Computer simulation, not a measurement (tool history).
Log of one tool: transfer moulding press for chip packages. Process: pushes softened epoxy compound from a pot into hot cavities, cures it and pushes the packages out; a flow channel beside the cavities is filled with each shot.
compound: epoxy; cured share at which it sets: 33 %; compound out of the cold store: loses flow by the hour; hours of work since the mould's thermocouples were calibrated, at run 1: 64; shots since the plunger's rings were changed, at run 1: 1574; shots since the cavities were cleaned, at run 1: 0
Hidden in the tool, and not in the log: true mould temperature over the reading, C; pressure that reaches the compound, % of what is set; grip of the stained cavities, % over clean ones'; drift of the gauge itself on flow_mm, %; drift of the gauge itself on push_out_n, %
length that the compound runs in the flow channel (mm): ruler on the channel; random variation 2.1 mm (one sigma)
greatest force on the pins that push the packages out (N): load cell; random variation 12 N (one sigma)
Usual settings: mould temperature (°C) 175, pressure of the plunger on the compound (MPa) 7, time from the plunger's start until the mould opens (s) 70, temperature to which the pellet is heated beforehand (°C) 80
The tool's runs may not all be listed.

| run | hour | mould temperature (°C) | pressure of the plunger on the compound (MPa) | time from the plunger's start until the mould opens (s) | temperature to which the pellet is heated beforehand (°C) | hours of work since the mould's thermocouples were calibrated | shots since the plunger's rings were changed | shots since the cavities were cleaned | incoming compound's hours out of the cold store | length that the compound runs in the flow channel (mm) | greatest force on the pins that push the packages out (N) |
|---|---|---|---|---|---|---|---|---|---|---|---|
| 1 | 0 | 175 | 7 | 70 | 80 | 64 | 1574 | 0 | 39.3 | 725 | 519 |
| 2 | 7.8 | 175 | 7 | 70 | 80 | 68 | 1674 | 100 | 28.3 | 776 | 604 |
| 3 | 20 | 175 | 7 | 70 | 82 | 75 | 1832 | 258 | 25.2 | 796 | 699 |
| 4 | 36 | 175 | 7 | 70 | 82 | 83 | 2037 | 463 | 30.4 | 767 | 747 |
| 5 | 43.2 | 175 | 7 | 70 | 82 | 87 | 2131 | 557 | 15.2 | 840 | 815 |
| 6 | 56.5 | 175 | 7 | 70 | 82 | 94 | 2303 | 729 | 44.9 | 697 | 806 |
| 7 | 65.1 | 175 | 7 | 70 | 80 | 99 | 2413 | 839 | 11.6 | 856 | 873 |
|  | 67.8 | cavities cleaned with cleaning compound and waxed |
| 8 | 80.7 | 175 | 7 | 70 | 80 | 106 | 2595 | 166 | 35.8 | 734 | 652 |
| 9 | 94 | 175 | 7 | 67 | 80 | 113 | 2766 | 337 | 38.3 | 719 | 755 |
| 10 | 103.6 | 175 | 7 | 70 | 80 | 118 | 2889 | 460 | 36.4 | 731 | 750 |
| 11 | 112.8 | 175 | 7 | 70 | 80 | 123 | 3008 | 579 | 11.3 | 857 | 831 |
| 12 | 123.4 | 175 | 7 | 70 | 80 | 129 | 3145 | 716 | 46.6 | 681 | 786 |
|  | 135.2 | cavities cleaned with cleaning compound and waxed |
| 13 | 136.1 | 175 | 7 | 70 | 74 | 135 | 3289 | 12 | 8.1 | 868 | 595 |
| 14 | 150.6 | 175 | 7 | 70 | 80 | 142 | 3476 | 199 | 42.9 | 700 | 626 |
| 15 | 166.4 | 175 | 7 | 70 | 80 | 150 | 3679 | 402 | 47.4 | 678 | 698 |
| 16 | 182.3 | 175 | 7 | 70 | 80 | 159 | 3884 | 607 | 43 | 690 | 723 |
| 17 | 189.7 | 175 | 7 | 70 | 80 | 163 | 3980 | 703 | 23.3 | 784 | 814 |
|  | 202.5 | plunger's sealing rings changed |
|  | 204.8 | cavities cleaned with cleaning compound and waxed |
| 18 | 206.9 | 175 | 7 | 70 | 80 | 170 | 37 | 26 | 13.4 | 866 | 562 |
| 19 | 223 | 175 | 7 | 70 | 80 | 178 | 245 | 234 | 30.6 | 775 | 678 |
|  | 225.8 | mould's thermocouples calibrated |
| 20 | 241.6 | 180 | 7 | 70 | 83 | 8 | 458 | 447 | 36.5 | 735 | 583 |
| 21 | 256.4 | 176 | 6.75 | 65 | 78 | 16 | 649 | 638 | 29.2 | 762 | 898 |
| 22 | 263.6 | 181 | 7 | 70 | 73 | 20 | 741 | 730 | 41.8 | 705 | 616 |
|  | 274.8 | cavities cleaned with cleaning compound and waxed |
|  | 277.6 | mould's thermocouples calibrated, once more |
| 23 | 280.7 | 178 | 7.89 | 70 | 80 | 2 | 917 | 51 | 39 | 769 | 486 |
| 24 | 296.3 | 178 | 7.89 | 70 | 80 | 10 | 1117 | 251 | 15.3 | 891 | 633 |
| 25 | 308.6 | 169 | 7.89 | 70 | 80 | 16 | 1276 | 410 | 41.4 | 777 | 1035 |
| 26 | 319.8 | 169 | 7.89 | 70 | 80 | 22 | 1420 | 554 | 37.2 | 796 | 1117 |
| 27 | 326.7 | 181 | 6.08 | 58 | 83 | 26 | 1509 | 643 | 40.9 | 656 | 837 |
| 28 | 338.2 | 181 | 6.39 | 58 | 75 | 32 | 1657 | 791 | 16.6 | 785 | 902 |
|  | 344.1 | cavities cleaned with cleaning compound and waxed |
| 29 | 348.4 | 181 | 7.25 | 58 | 75 | 36 | 1769 | 55 | 34.5 | 745 | 624 |

3 ways to go on from here, each from the tool as it stands after run 29. What would each give?
| A | 362.5 | 181 | 7 | 70 | 80 | 44 | 1951 | 237 | 9 | ? | ? |
| B | 362.5 | 175 | 7 | 102 | 80 | 44 | 1951 | 237 | 46.4 | ? | ? |
| C | 362.5 | 181 | 7.25 | 108 | 82 | 44 | 1951 | 237 | 26.2 | ? | ? |

| run | length that the compound runs in the flow channel (mm) | greatest force on the pins that push the packages out (N) |
|---|---|---|
| A | 857 | 545 |
| B | 691 | 479 |
| C | 780 | 479 |
Without the tool's hidden state the same runs would have given:
| run | length that the compound runs in the flow channel (mm) | greatest force on the pins that push the packages out (N) |
|---|---|---|
| A | 876 | 413 |
| B | 707 | 362 |
| C | 798 | 362 |
